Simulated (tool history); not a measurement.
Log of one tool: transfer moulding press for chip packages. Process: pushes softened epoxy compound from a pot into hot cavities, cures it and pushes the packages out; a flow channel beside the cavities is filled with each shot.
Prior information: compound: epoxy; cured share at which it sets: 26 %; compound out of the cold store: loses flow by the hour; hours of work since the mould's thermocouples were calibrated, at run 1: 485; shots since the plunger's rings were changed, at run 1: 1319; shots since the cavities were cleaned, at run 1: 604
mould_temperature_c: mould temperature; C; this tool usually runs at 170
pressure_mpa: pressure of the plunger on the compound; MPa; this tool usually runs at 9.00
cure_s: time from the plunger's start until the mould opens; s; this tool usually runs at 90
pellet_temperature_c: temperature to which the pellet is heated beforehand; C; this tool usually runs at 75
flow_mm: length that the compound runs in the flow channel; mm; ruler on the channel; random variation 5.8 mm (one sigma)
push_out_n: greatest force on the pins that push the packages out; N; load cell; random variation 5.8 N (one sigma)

run   hour  mould_temperature_c  pressure_mpa  cure_s  pellet_temperature_c  hours of work since the mould's thermocouples were calibrated  shots since the plunger's rings were changed  shots since the cavities were cleaned  incoming compound's hours out of the cold store  flow_mm  push_out_n
  1    0.0                  170          9.00      90                    75                                                            485                                          1319                                    604                                             17.2      986         361
  2   23.6                  170          9.00      90                    75                                                            499                                          1592                                    877                                             38.1      890         383
      28.2  -- mould's thermocouples calibrated
      35.0  -- cavities cleaned with cleaning compound and waxed
  3   59.6                  170          9.00      90                    75                                                             18                                          1969                                    286                                             26.6      937         495
  4   95.1                  170          9.00      93                    75                                                             39                                          2380                                    697                                             13.9      980         484
     121.9  -- cavities cleaned with cleaning compound and waxed
  5  135.9                  170          9.00      93                    75                                                             63                                          2835                                    163                                             24.1      919         253
  6  155.1                  170          9.00      93                    75                                                             74                                          3058                                    386                                             10.5      980         311
  7  189.2                  164          9.00      93                    75                                                             95                                          3452                                    780                                             21.9      949         561
     208.4  -- cavities cleaned with cleaning compound and waxed
  8  208.4                  170          9.00      90                    79                                                            106                                          3657                                      0                                             40.7      845         201
     212.1  -- cavities cleaned with cleaning compound and waxed, once more
  9  250.0                  170          9.00      90                    79                                                            130                                          4122                                    439                                             31.4      876         331
     273.7  -- plunger's sealing rings changed
 10  282.8                  170          9.00      90                    79                                                            148                                           105                                    789                                             27.1      956         391
     299.1  -- cavities cleaned with cleaning compound and waxed
 11  324.7                  170          9.00      90                    79                                                            172                                           574                                    297                                             32.0      928         282
 12  348.9                  170          9.00      90                    79                                                            187                                           854                                    577                                             42.5      886         341
 13  371.1                  171          9.00      90                    75                                                            200                                          1111                                    834                                             36.6      905         371
     385.0  -- cavities cleaned with cleaning compound and waxed
 14  394.5                  170          9.00      90                    75                                                            213                                          1365                                    110                                             35.2      908         243
 15  413.0                  170          9.00      90                    75                                                            224                                          1578                                    323                                              8.6     1022         323
 16  434.6                  168          7.36      83                    77                                                            237                                          1828                                    573                                             30.1      827         447
     469.5  -- cavities cleaned with cleaning compound and waxed
 17  476.5                  167          9.93      74                    75                                                            261                                          2296                                     81                                             14.5     1044         442
 18  514.7                  164         10.89     124                    81                                                            284                                          2739                                    524                                             27.9     1024         319
 19  544.6                  164         10.89     124                    81                                                            302                                          3085                                    870                                             33.3      999         342
     555.3  -- cavities cleaned with cleaning compound and waxed
 20  566.7                  164         10.89     124                    76                                                            315                                          3323                                    131                                             43.4      951         230
 21  591.0                  170          9.00      90                    75                                                            329                                          3605                                    413                                             40.7      843         320
 22  611.0                  170          9.00      90                    75                                                            341                                          3837                                    645                                             33.4      871         347
 23  633.4                  170          9.53     126                    75                                                            355                                          4097                                    905                                             29.3      912         319
     640.2  -- cavities cleaned with cleaning compound and waxed
     659.9  -- plunger's sealing rings changed
 24  664.9                  170          9.53     126                    83                                                            371                                            59                                    258                                             46.6      896         243
 25  696.6                  170          7.45      81                    79                                                            390                                           426                                    625                                             44.6      804         410
     728.5  -- cavities cleaned with cleaning compound and waxed
 26  736.1                  170          7.45      81                    79                                                            413                                           866                                     88                                             22.3      872         286
 27  758.7                  170          7.88      81                    79                                                            427                                          1128                                    350                                             31.4      866         360
 28  800.0                  170          7.88     106                    70                                                            452                                          1606                                    828                                             22.3      886         337
     814.2  -- cavities cleaned with cleaning compound and waxed
 29  841.6                  169          9.00      90                    75                                                            476                                          2070                                    317                                             46.8      836         300

Entry by entry between the runs, the difference in hidden state between the last listed run before and the first listed run after:
Logged between run 2 and run 3: mould's thermocouples calibrated (hour 28.2); cavities cleaned with cleaning compound and waxed (hour 35.0)
  true mould temperature over the reading, C: 0.59 -> -0.3; pressure that reaches the compound, % of what is set: 94.44 -> 93.11; grip of the stained cavities, % over clean ones': 89.5 -> 137.3
  measured less the result without the state, flow_mm: -28 -> -33 mm; push_out_n: +177 -> +288 N
Logged between run 4 and run 5: cavities cleaned with cleaning compound and waxed (hour 121.9)
  true mould temperature over the reading, C: -0.27 -> -0.25; pressure that reaches the compound, % of what is set: 91.69 -> 90.11; grip of the stained cavities, % over clean ones': 134.4 -> 24.4
  measured less the result without the state, flow_mm: -42 -> -48 mm; push_out_n: +276 -> +53 N
Logged between run 7 and run 8: cavities cleaned with cleaning compound and waxed (hour 208.4)
  true mould temperature over the reading, C: -0.21 -> -0.2; pressure that reaches the compound, % of what is set: 88.17 -> 87.37; grip of the stained cavities, % over clean ones': 80.7 -> 0.7
  measured less the result without the state, flow_mm: -60 -> -58 mm; push_out_n: +258 -> +3 N
Logged between run 8 and run 9: cavities cleaned with cleaning compound and waxed, once more (hour 212.1)
  true mould temperature over the reading, C: -0.2 -> -0.17; pressure that reaches the compound, % of what is set: 87.37 -> 85.8; grip of the stained cavities, % over clean ones': 0.7 -> 56.9
  measured less the result without the state, flow_mm: -58 -> -69 mm; push_out_n: +3 -> +123 N
Logged between run 9 and run 10: plunger's sealing rings changed (hour 273.7)
  true mould temperature over the reading, C: -0.17 -> -0.16; pressure that reaches the compound, % of what is set: 85.8 -> 99.57; grip of the stained cavities, % over clean ones': 56.9 -> 82.7
  measured less the result without the state, flow_mm: -69 -> -1 mm; push_out_n: +123 -> +177 N
Logged between run 10 and run 11: cavities cleaned with cleaning compound and waxed (hour 299.1)
  true mould temperature over the reading, C: -0.16 -> -0.13; pressure that reaches the compound, % of what is set: 99.57 -> 97.89; grip of the stained cavities, % over clean ones': 82.7 -> 38.1
  measured less the result without the state, flow_mm: -1 -> -9 mm; push_out_n: +177 -> +78 N
Logged between run 13 and run 14: cavities cleaned with cleaning compound and waxed (hour 385.0)
  true mould temperature over the reading, C: -0.1 -> -0.08; pressure that reaches the compound, % of what is set: 96.23 -> 95.34; grip of the stained cavities, % over clean ones': 82.5 -> 15.3
  measured less the result without the state, flow_mm: -17 -> -21 mm; push_out_n: +167 -> +33 N
Logged between run 16 and run 17: cavities cleaned with cleaning compound and waxed (hour 469.5)
  true mould temperature over the reading, C: -0.06 -> -0.03; pressure that reaches the compound, % of what is set: 93.71 -> 92.17; grip of the stained cavities, % over clean ones': 66.4 -> 11.2
  measured less the result without the state, flow_mm: -27 -> -43 mm; push_out_n: +179 -> +46 N
Logged between run 19 and run 20: cavities cleaned with cleaning compound and waxed (hour 555.3)
  true mould temperature over the reading, C: 0.01 -> 0.03; pressure that reaches the compound, % of what is set: 89.51 -> 88.68; grip of the stained cavities, % over clean ones': 84 -> 20.5
  measured less the result without the state, flow_mm: -57 -> -59 mm; push_out_n: +159 -> +39 N
Logged between run 23 and run 24: cavities cleaned with cleaning compound and waxed (hour 640.2); plunger's sealing rings changed (hour 659.9)
  true mould temperature over the reading, C: 0.07 -> 0.09; pressure that reaches the compound, % of what is set: 86.11 -> 99.26; grip of the stained cavities, % over clean ones': 87.6 -> 38.1
  measured less the result without the state, flow_mm: -70 -> -4 mm; push_out_n: +151 -> +67 N
Logged between run 25 and run 26: cavities cleaned with cleaning compound and waxed (hour 728.5)
  true mould temperature over the reading, C: 0.11 -> 0.14; pressure that reaches the compound, % of what is set: 97.94 -> 96.38; grip of the stained cavities, % over clean ones': 71.1 -> 15.6
  measured less the result without the state, flow_mm: -9 -> -17 mm; push_out_n: +167 -> +36 N
Logged between run 28 and run 29: cavities cleaned with cleaning compound and waxed (hour 814.2)
  true mould temperature over the reading, C: 0.18 -> 0.2; pressure that reaches the compound, % of what is set: 93.66 -> 92.13; grip of the stained cavities, % over clean ones': 83.6 -> 44.9
  measured less the result without the state, flow_mm: -30 -> -36 mm; push_out_n: +153 -> +92 N

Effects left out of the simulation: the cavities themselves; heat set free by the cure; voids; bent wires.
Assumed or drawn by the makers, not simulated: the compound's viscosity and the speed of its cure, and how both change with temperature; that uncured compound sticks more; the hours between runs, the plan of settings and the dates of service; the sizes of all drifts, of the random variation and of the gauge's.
